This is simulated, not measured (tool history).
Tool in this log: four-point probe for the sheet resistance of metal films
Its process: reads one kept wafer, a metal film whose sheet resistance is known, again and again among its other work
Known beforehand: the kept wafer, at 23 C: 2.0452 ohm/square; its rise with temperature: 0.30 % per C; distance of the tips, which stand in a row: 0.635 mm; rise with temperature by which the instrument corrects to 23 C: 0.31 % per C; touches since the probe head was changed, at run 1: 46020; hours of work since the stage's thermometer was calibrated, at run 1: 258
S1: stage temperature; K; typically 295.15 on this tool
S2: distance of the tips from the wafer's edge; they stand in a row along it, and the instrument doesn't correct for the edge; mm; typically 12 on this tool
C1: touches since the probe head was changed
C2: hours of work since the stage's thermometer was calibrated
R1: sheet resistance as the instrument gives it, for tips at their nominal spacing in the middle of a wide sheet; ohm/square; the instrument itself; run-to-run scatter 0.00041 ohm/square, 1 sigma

{"run": 1, "day": 0.0, "S1": 295.15, "S2": 12, "C1": 46020, "C2": 258, "R1": 2.038173}
{"run": 2, "day": 1.192, "S1": 295.15, "S2": 12, "C1": 46800, "C2": 272, "R1": 2.037555}
{"run": 3, "day": 2.121, "S1": 295.15, "S2": 12, "C1": 47409, "C2": 283, "R1": 2.037194}
{"run": 4, "day": 3.038, "S1": 295.15, "S2": 12, "C1": 48010, "C2": 293, "R1": 2.036796}
{"run": 5, "day": 3.988, "S1": 295.15, "S2": 12, "C1": 48632, "C2": 305, "R1": 2.037066}
{"run": 6, "day": 4.962, "S1": 295.15, "S2": 12, "C1": 49271, "C2": 316, "R1": 2.036524}
{"run": 7, "day": 6.062, "S1": 295.15, "S2": 12, "C1": 49990, "C2": 329, "R1": 2.036868}
{"run": 8, "day": 7.225, "S1": 295.15, "S2": 12, "C1": 50752, "C2": 342, "R1": 2.037201}
{"run": 9, "day": 7.858, "S1": 295.15, "S2": 12, "C1": 51165, "C2": 350, "R1": 2.037162}
{"run": 10, "day": 9.221, "S1": 295.15, "S2": 46, "C1": 52059, "C2": 366, "R1": 2.033564}
{"run": 11, "day": 9.9, "S1": 307.15, "S2": 12, "C1": 52504, "C2": 374, "R1": 2.034438}
{"run": 12, "day": 10.783, "S1": 307.15, "S2": 12, "C1": 53082, "C2": 384, "R1": 2.033874}
{"run": 13, "day": 12.092, "S1": 295.15, "S2": 12, "C1": 53938, "C2": 399, "R1": 2.03569}
{"run": 14, "day": 12.883, "S1": 295.15, "S2": 12, "C1": 54456, "C2": 408, "R1": 2.035523}
{"run": 15, "day": 14.267, "S1": 307.15, "S2": 23, "C1": 55363, "C2": 425, "R1": 2.03073}
{"run": 16, "day": 15.308, "S1": 296.15, "S2": 19, "C1": 56044, "C2": 437, "R1": 2.032716}
{"run": 17, "day": 16.446, "S1": 296.15, "S2": 19, "C1": 56789, "C2": 450, "R1": 2.033088}
{"run": 18, "day": 17.425, "S1": 303.15, "S2": 39, "C1": 57429, "C2": 461, "R1": 2.030617}
{"run": 19, "day": 18.412, "S1": 302.15, "S2": 24, "C1": 58079, "C2": 473, "R1": 2.031314}

Forecast run 20:
{"run": 20, "day": 19.008, "S1": 302.15, "S2": 24, "C1": 58468, "C2": 480, "R1": "?"}

{"run 20": {"R1": 2.030916}}
With no hidden state in the tool, this same run would have given R1 2.044915 ohm/square.

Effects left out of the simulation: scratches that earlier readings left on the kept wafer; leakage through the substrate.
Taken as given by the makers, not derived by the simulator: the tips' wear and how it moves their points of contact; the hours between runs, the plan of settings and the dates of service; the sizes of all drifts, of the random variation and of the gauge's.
